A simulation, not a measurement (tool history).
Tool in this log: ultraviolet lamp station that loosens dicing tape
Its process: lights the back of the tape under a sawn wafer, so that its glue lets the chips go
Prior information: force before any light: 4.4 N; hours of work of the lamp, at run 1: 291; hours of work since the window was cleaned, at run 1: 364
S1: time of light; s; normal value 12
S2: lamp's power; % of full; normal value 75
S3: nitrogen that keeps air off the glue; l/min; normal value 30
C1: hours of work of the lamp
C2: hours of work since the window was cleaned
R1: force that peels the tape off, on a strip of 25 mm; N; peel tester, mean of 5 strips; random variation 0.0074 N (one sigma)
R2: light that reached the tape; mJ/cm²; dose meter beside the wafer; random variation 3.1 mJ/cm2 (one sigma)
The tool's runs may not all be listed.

| run | hour | S1 | S2 | S3 | C1 | C2 | R1 | R2 |
|---|---|---|---|---|---|---|---|---|
| 1 | 0.0 | 12 | 75 | 30 | 291 | 364 | 0.278 | 464 |
| 2 | 54.3 | 12 | 75 | 30 | 325 | 398 | 0.260 | 460 |
| 3 | 99.9 | 12 | 75 | 30 | 353 | 426 | 0.279 | 463 |
| 4 | 127.1 | 12 | 75 | 30 | 370 | 443 | 0.274 | 465 |
| 5 | 174.5 | 12 | 75 | 30 | 400 | 473 | 0.274 | 466 |
| 6 | 212.1 | 12 | 75 | 30 | 424 | 496 | 0.279 | 465 |
| 7 | 248.4 | 12 | 75 | 30 | 446 | 519 | 0.278 | 465 |
| 8 | 284.3 | 12 | 71 | 30 | 469 | 542 | 0.321 | 434 |
| 9 | 326.8 | 12 | 75 | 40 | 495 | 568 | 0.207 | 470 |
| 10 | 364.7 | 12 | 75 | 40 | 519 | 592 | 0.218 | 461 |
| 11 | 396.6 | 12 | 75 | 40 | 539 | 612 | 0.225 | 462 |
|  | 413.5 | window cleaned of glue's vapour |
| 12 | 443.1 | 22 | 93 | 27 | 568 | 18 | 0.082 | 1058 |
| 13 | 476.3 | 7 | 87 | 27 | 589 | 39 | 0.647 | 313 |

Forecast each of these 4 alternatives for the next run:
| A | 525.5 | 9 | 92 | 27 | 619 | 70 | ? | ? |
| B | 525.5 | 6 | 87 | 26 | 619 | 70 | ? | ? |
| C | 525.5 | 13 | 82 | 30 | 619 | 70 | ? | ? |
| D | 525.5 | 9 | 87 | 57 | 619 | 70 | ? | ? |

| run | R1 | R2 |
|---|---|---|
| A | 0.356 | 432 |
| B | 0.873 | 270 |
| C | 0.194 | 555 |
| D | 0.232 | 408 |
Take away the tool's hidden state, keep each run's random variation, and the runs would have read:
| run | R1 | R2 |
|---|---|---|
| A | 0.355 | 433 |
| B | 0.870 | 271 |
| C | 0.193 | 556 |
| D | 0.231 | 409 |
